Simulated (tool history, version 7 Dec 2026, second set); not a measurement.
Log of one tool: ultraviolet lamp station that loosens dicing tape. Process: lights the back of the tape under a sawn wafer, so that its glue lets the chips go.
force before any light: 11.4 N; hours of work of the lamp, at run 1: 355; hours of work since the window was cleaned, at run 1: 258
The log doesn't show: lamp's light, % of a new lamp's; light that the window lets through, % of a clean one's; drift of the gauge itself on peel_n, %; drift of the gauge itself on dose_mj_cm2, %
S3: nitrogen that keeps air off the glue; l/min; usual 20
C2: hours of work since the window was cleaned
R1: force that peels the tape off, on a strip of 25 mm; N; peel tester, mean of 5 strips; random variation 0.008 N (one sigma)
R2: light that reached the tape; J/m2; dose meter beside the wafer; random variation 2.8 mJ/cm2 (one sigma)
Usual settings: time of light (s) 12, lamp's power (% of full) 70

run 1 hour=0.0 | time_of_light_(s)=12 lamp's_power_(%_of_full)=70 S3=20 | hours_of_work_of_the_lamp=355 C2=258 | R1=0.441 R2=3410
run 2 hour=31.1 | time_of_light_(s)=12 lamp's_power_(%_of_full)=70 S3=20 | hours_of_work_of_the_lamp=374 C2=277 | R1=0.450 R2=3380
-- hour=44.0 window cleaned of glue's vapour
run 3 hour=58.7 | time_of_light_(s)=12 lamp's_power_(%_of_full)=70 S3=20 | hours_of_work_of_the_lamp=391 C2=9 | R1=0.491 R2=3200
run 4 hour=79.5 | time_of_light_(s)=12 lamp's_power_(%_of_full)=70 S3=20 | hours_of_work_of_the_lamp=404 C2=22 | R1=0.484 R2=3120
run 5 hour=108.3 | time_of_light_(s)=12 lamp's_power_(%_of_full)=70 S3=19 | hours_of_work_of_the_lamp=421 C2=40 | R1=0.528 R2=3110
-- hour=139.7 window cleaned of glue's vapour, once more
run 6 hour=142.4 | time_of_light_(s)=12 lamp's_power_(%_of_full)=70 S3=9 | hours_of_work_of_the_lamp=442 C2=2 | R1=0.859 R2=3520
run 7 hour=181.9 | time_of_light_(s)=12 lamp's_power_(%_of_full)=70 S3=9 | hours_of_work_of_the_lamp=467 C2=26 | R1=0.863 R2=3490
run 8 hour=220.2 | time_of_light_(s)=12 lamp's_power_(%_of_full)=70 S3=9 | hours_of_work_of_the_lamp=490 C2=50 | R1=0.876 R2=3440
run 9 hour=266.1 | time_of_light_(s)=12 lamp's_power_(%_of_full)=70 S3=9 | hours_of_work_of_the_lamp=519 C2=78 | R1=0.916 R2=3460
run 10 hour=311.6 | time_of_light_(s)=12 lamp's_power_(%_of_full)=70 S3=20 | hours_of_work_of_the_lamp=547 C2=106 | R1=0.422 R2=3360
run 11 hour=343.8 | time_of_light_(s)=12 lamp's_power_(%_of_full)=70 S3=20 | hours_of_work_of_the_lamp=567 C2=126 | R1=0.426 R2=3340
run 12 hour=386.9 | time_of_light_(s)=12 lamp's_power_(%_of_full)=70 S3=20 | hours_of_work_of_the_lamp=593 C2=153 | R1=0.449 R2=3280
run 13 hour=425.9 | time_of_light_(s)=21 lamp's_power_(%_of_full)=85 S3=35 | hours_of_work_of_the_lamp=617 C2=177 | R1=0.160 R2=6950
run 14 hour=470.3 | time_of_light_(s)=21 lamp's_power_(%_of_full)=85 S3=35 | hours_of_work_of_the_lamp=645 C2=204 | R1=0.165 R2=6870
run 15 hour=503.5 | time_of_light_(s)=21 lamp's_power_(%_of_full)=85 S3=35 | hours_of_work_of_the_lamp=665 C2=225 | R1=0.162 R2=6800
run 16 hour=545.6 | time_of_light_(s)=21 lamp's_power_(%_of_full)=81 S3=26 | hours_of_work_of_the_lamp=691 C2=251 | R1=0.157 R2=6380
run 17 hour=578.4 | time_of_light_(s)=21 lamp's_power_(%_of_full)=81 S3=26 | hours_of_work_of_the_lamp=712 C2=271 | R1=0.167 R2=6360
-- hour=599.3 window cleaned of glue's vapour
run 18 hour=613.1 | time_of_light_(s)=14 lamp's_power_(%_of_full)=81 S3=7 | hours_of_work_of_the_lamp=733 C2=9 | R1=0.647 R2=4530

Forecast run 19:
run 19 hour=633.1 | time_of_light_(s)=12 lamp's_power_(%_of_full)=92 S3=30 | hours_of_work_of_the_lamp=745 C2=21 | R1=? R2=?

Run 19 gave R1 0.200 N, R2 4290 J/m2.
Without the tool's hidden state the same run would have given R1 0.173 N, R2 5070 J/m2.

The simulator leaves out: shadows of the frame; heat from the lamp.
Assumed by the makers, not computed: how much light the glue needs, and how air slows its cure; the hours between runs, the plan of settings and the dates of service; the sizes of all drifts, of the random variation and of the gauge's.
